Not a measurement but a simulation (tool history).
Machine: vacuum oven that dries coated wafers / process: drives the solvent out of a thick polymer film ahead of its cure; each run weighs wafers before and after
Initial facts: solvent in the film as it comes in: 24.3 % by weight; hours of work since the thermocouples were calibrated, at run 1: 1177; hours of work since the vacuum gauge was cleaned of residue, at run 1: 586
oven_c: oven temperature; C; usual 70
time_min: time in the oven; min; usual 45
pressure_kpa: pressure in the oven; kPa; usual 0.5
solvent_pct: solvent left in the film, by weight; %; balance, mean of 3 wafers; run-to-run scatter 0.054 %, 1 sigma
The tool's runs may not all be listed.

run,hour,oven_c,time_min,pressure_kpa,hours of work since the thermocouples were calibrated,hours of work since the vacuum gauge was cleaned of residue,solvent_pct
1,0,70,45,0.5,1177,586,2.19
2,41,70,27,0.5,1196,606,4.15
3,59.2,70,27,0.5,1205,614,4.17
4,80.8,70,35,0.5,1215,625,3
5,116.7,70,35,0.5,1233,642,2.91
6,154.9,70,45,0.5,1251,660,2.2
7,196.3,70,45,0.5,1271,680,2.23
8,218.3,70,45,0.5,1282,691,2.19
9,246.7,70,45,0.5,1295,705,2.19
10,280.2,70,45,0.5,1311,721,2.28
11,317.5,70,45,1.881,1329,739,4.75
12,348.9,70,45,1.881,1344,754,4.86
13,390.8,70,45,1.881,1365,774,4.96
14,410.1,70,45,1.881,1374,783,4.83
15,448.3,70,45,0.5,1392,802,2.25
16,475.8,70,45,0.786,1406,815,2.86
# hour 498.7: oven's thermocouples calibrated
17,501,70,45,0.786,1,826,3.17
18,529,70,45,0.786,15,840,3.17
19,547.4,70,45,0.786,23,848,3.2
20,567.9,70,45,0.786,33,858,3.2
21,605.5,70,45,0.786,51,876,3.06
22,628.1,70,45,0.786,62,887,3.05
23,656.6,70,45,0.345,76,901,2.32
24,679.1,64,45,0.651,87,912,4.65
25,706.2,76,26,0.5,100,925,2.89
26,726.6,76,60,0.5,110,935,1.38
27,760.8,76,60,0.5,126,951,1.39
28,801.1,76,60,0.5,146,971,1.52
29,827.2,70,37,1.979,158,983,6.11
30,845.9,70,37,1.979,167,992,6.13
31,871,70,23,1.979,179,1004,8.25
32,900.2,71,33,0.287,193,1018,3.09
33,928.9,64,32,0.5,207,1032,6.02
34,964.4,64,32,0.5,224,1049,6.3
35,985.8,64,26,0.5,234,1059,7.31
36,1020.7,84,33,0.928,251,1076,1.61
37,1038.7,66,29,0.272,260,1085,5.5
38,1067.2,71,79,1.402,274,1099,3.76
39,1085.8,63,45,0.5,283,1108,4.82
40,1111.2,61,45,0.436,295,1120,5.48
41,1128.9,59,33,0.888,303,1128,9.23
42,1165.3,59,33,0.888,321,1146,9.43
43,1195.9,84,44,0.888,336,1161,1.5
44,1213,75,26,0.515,344,1169,3.25

The next listed run, before its measurement:
45,1236.4,57,40,0.515,355,1180,?

Run 45 produced solvent_pct 8.03 %.
Without the tool's hidden state the same run would have given solvent_pct 7.2 %.
